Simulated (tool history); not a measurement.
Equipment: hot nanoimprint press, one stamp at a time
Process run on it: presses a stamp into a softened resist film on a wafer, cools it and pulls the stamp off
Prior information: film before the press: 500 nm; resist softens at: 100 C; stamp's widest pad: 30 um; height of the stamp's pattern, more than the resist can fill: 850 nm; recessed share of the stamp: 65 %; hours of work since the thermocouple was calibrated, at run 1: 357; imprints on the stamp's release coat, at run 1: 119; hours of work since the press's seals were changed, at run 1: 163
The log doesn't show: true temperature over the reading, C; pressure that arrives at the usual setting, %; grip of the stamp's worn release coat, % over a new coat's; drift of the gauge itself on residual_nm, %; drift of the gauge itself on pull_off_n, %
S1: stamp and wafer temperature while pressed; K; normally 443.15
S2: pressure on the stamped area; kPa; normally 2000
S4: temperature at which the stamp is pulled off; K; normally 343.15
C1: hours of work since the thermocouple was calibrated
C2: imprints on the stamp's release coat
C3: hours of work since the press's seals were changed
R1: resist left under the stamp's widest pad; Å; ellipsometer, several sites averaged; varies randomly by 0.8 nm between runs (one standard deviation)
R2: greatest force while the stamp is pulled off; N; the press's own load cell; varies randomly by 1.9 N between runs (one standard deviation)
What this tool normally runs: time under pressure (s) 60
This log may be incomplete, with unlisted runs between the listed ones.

{"run": 1, "day": 0.0, "S1": 443.15, "S2": 2000, "time under pressure (s)": 60, "S4": 343.15, "C1": 357, "C2": 119, "C3": 163, "R1": 1848, "R2": 108}
{"run": 2, "day": 2.458, "S1": 443.15, "S2": 2000, "time under pressure (s)": 41, "S4": 343.15, "C1": 390, "C2": 340, "C3": 197, "R1": 2133, "R2": 113}
{"run": 3, "day": 5.629, "S1": 443.15, "S2": 2000, "time under pressure (s)": 41, "S4": 343.15, "C1": 433, "C2": 625, "C3": 240, "R1": 2111, "R2": 119}
{"run": 4, "day": 7.238, "S1": 443.15, "S2": 2000, "time under pressure (s)": 41, "S4": 343.15, "C1": 455, "C2": 769, "C3": 262, "R1": 2106, "R2": 124}
{"run": 5, "day": 9.408, "S1": 443.15, "S2": 2000, "time under pressure (s)": 41, "S4": 343.15, "C1": 485, "C2": 963, "C3": 291, "R1": 2099, "R2": 126}
{"run": 6, "day": 10.942, "S1": 443.15, "S2": 2000, "time under pressure (s)": 37, "S4": 343.15, "C1": 506, "C2": 1101, "C3": 312, "R1": 2185, "R2": 126}
{"day": 11.562, "done": "plate thermocouple calibrated"}
{"run": 7, "day": 12.442, "S1": 443.15, "S2": 2000, "time under pressure (s)": 37, "S4": 343.15, "C1": 12, "C2": 1224, "C3": 331, "R1": 2109, "R2": 130}
{"day": 13.329, "done": "stamp cleaned and given a new release coat"}
{"run": 8, "day": 15.15, "S1": 443.15, "S2": 2000, "time under pressure (s)": 37, "S4": 343.15, "C1": 45, "C2": 163, "C3": 364, "R1": 2097, "R2": 102}
{"day": 16.462, "done": "plate thermocouple calibrated, once more"}
{"run": 9, "day": 18.179, "S1": 443.15, "S2": 2000, "time under pressure (s)": 37, "S4": 343.15, "C1": 23, "C2": 424, "C3": 404, "R1": 2372, "R2": 119}
{"run": 10, "day": 20.221, "S1": 443.15, "S2": 2000, "time under pressure (s)": 37, "S4": 343.15, "C1": 51, "C2": 607, "C3": 432, "R1": 2375, "R2": 123}
{"run": 11, "day": 22.992, "S1": 443.15, "S2": 2000, "time under pressure (s)": 37, "S4": 343.15, "C1": 89, "C2": 855, "C3": 469, "R1": 2351, "R2": 129}
{"run": 12, "day": 24.521, "S1": 443.15, "S2": 2000, "time under pressure (s)": 37, "S4": 343.15, "C1": 110, "C2": 992, "C3": 490, "R1": 2342, "R2": 131}
{"day": 27.992, "done": "stamp cleaned and given a new release coat"}
{"run": 13, "day": 27.992, "S1": 443.15, "S2": 2000, "time under pressure (s)": 72, "S4": 342.15, "C1": 154, "C2": 0, "C3": 534, "R1": 1827, "R2": 109}
{"run": 14, "day": 29.658, "S1": 435.15, "S2": 3060, "time under pressure (s)": 60, "S4": 343.15, "C1": 176, "C2": 150, "C3": 557, "R1": 2211, "R2": 113}
{"run": 15, "day": 31.75, "S1": 435.15, "S2": 2020, "time under pressure (s)": 43, "S4": 343.15, "C1": 205, "C2": 338, "C3": 585, "R1": 2941, "R2": 116}
{"run": 16, "day": 33.208, "S1": 452.15, "S2": 2040, "time under pressure (s)": 60, "S4": 349.15, "C1": 225, "C2": 468, "C3": 605, "R1": 1339, "R2": 106}
{"run": 17, "day": 35.512, "S1": 443.15, "S2": 1600, "time under pressure (s)": 62, "S4": 344.15, "C1": 256, "C2": 675, "C3": 636, "R1": 2108, "R2": 122}
{"run": 18, "day": 38.129, "S1": 443.15, "S2": 1320, "time under pressure (s)": 45, "S4": 337.15, "C1": 292, "C2": 910, "C3": 672, "R1": 2602, "R2": 144}
{"run": 19, "day": 39.9, "S1": 443.15, "S2": 1830, "time under pressure (s)": 50, "S4": 341.15, "C1": 316, "C2": 1069, "C3": 696, "R1": 2137, "R2": 138}
{"run": 20, "day": 41.846, "S1": 436.15, "S2": 1440, "time under pressure (s)": 60, "S4": 343.15, "C1": 342, "C2": 1243, "C3": 723, "R1": 2883, "R2": 133}
{"day": 42.583, "done": "stamp cleaned and given a new release coat"}
{"day": 43.354, "done": "press's hydraulic seals changed and the load cell set to zero"}
{"run": 21, "day": 45.662, "S1": 436.15, "S2": 2860, "time under pressure (s)": 41, "S4": 343.15, "C1": 386, "C2": 246, "C3": 31, "R1": 2362, "R2": 111}
{"run": 22, "day": 48.096, "S1": 446.15, "S2": 2000, "time under pressure (s)": 60, "S4": 334.15, "C1": 419, "C2": 465, "C3": 65, "R1": 1642, "R2": 143}
{"run": 23, "day": 49.862, "S1": 446.15, "S2": 1810, "time under pressure (s)": 60, "S4": 337.15, "C1": 443, "C2": 623, "C3": 89, "R1": 1732, "R2": 135}

3 options for the next run, each taken on its own from the tool as it stands now. Forecast them:
{"run": "A", "day": 52.012, "S1": 446.15, "S2": 1810, "time under pressure (s)": 60, "S4": 347.15, "C1": 473, "C2": 816, "C3": 118, "R1": "?", "R2": "?"}
{"run": "B", "day": 52.012, "S1": 446.15, "S2": 1810, "time under pressure (s)": 91, "S4": 341.15, "C1": 473, "C2": 816, "C3": 118, "R1": "?", "R2": "?"}
{"run": "C", "day": 52.012, "S1": 443.15, "S2": 2900, "time under pressure (s)": 94, "S4": 343.15, "C1": 473, "C2": 816, "C3": 118, "R1": "?", "R2": "?"}

run=A R1=1723 R2=114
run=B R1=1460 R2=133
run=C R1=1265 R2=122
Had the tool no hidden state, the same runs would have come out as:
run=A R1=1843 R2=100
run=B R1=1566 R2=116
run=C R1=1357 R2=107
